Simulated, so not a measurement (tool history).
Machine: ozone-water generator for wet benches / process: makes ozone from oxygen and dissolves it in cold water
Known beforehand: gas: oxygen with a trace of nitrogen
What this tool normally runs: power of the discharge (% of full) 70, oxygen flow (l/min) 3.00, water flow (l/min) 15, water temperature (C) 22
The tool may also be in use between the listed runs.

run,hour,power of the discharge (% of full),oxygen flow (l/min),water flow (l/min),water temperature (C),dissolved ozone (ppm),ozone in the gas ahead of the water (g/m3)
1,0.0,70,3.00,15,22,24.5,257.0
2,52.4,70,3.00,15,22,24.6,257.4
3,113.9,70,3.00,15,22,24.2,258.0
4,161.3,70,3.00,15,22,24.5,256.7
5,219.1,70,3.00,15,22,24.2,257.4
6,252.6,70,3.00,15,22,24.5,254.1
7,286.0,70,3.00,15,22,24.5,256.5
8,340.0,70,3.00,15,22,24.4,255.2
9,382.0,70,3.00,15,22,24.2,251.5
# hour 417.4: contactor cleaned
10,417.4,70,1.77,15,22,22.0,308.5
11,481.5,70,3.00,15,22,25.5,253.0
12,527.0,70,3.00,15,22,25.5,256.6
13,559.3,70,3.00,15,22,25.3,254.0
# hour 562.6: water thermometer calibrated
14,614.8,96,3.00,15,22,29.6,294.9
15,656.3,70,3.00,13,22,28.3,253.6
16,689.5,70,3.00,13,22,27.8,254.2
# hour 718.3: water thermometer calibrated, once more
17,741.8,70,3.00,15,22,25.3,252.8
18,801.0,70,3.00,18,22,22.0,252.5
19,838.1,89,3.00,15,21,29.0,280.2
20,876.7,89,3.00,15,21,28.5,281.8
21,939.3,70,3.00,15,18,26.6,251.2
22,986.7,74,5.21,15,24,27.1,213.1
23,1025.7,80,5.21,15,24,28.6,219.7
24,1053.2,54,3.00,14,21,23.5,223.1
25,1104.5,54,2.80,14,21,23.5,225.5
26,1164.3,50,3.95,12,18,27.7,191.8
27,1231.3,45,3.77,12,22,24.6,186.3
28,1282.0,70,2.05,18,22,19.5,285.2
29,1332.3,70,3.00,15,14,27.6,248.4
30,1368.4,70,3.59,15,22,25.8,235.2
31,1429.2,79,4.41,10,22,35.8,229.8

Run 32 comes next. What will it give?
32,1463.0,70,3.00,9,28,?,?

{"run 32": {"dissolved ozone (ppm)": 31.1, "ozone in the gas ahead of the water (g/m3)": 249.6}}
Minus the tool's unlogged condition, the same run would have read dissolved ozone (ppm) 33.4, ozone in the gas ahead of the water (g/m3) 266.4.

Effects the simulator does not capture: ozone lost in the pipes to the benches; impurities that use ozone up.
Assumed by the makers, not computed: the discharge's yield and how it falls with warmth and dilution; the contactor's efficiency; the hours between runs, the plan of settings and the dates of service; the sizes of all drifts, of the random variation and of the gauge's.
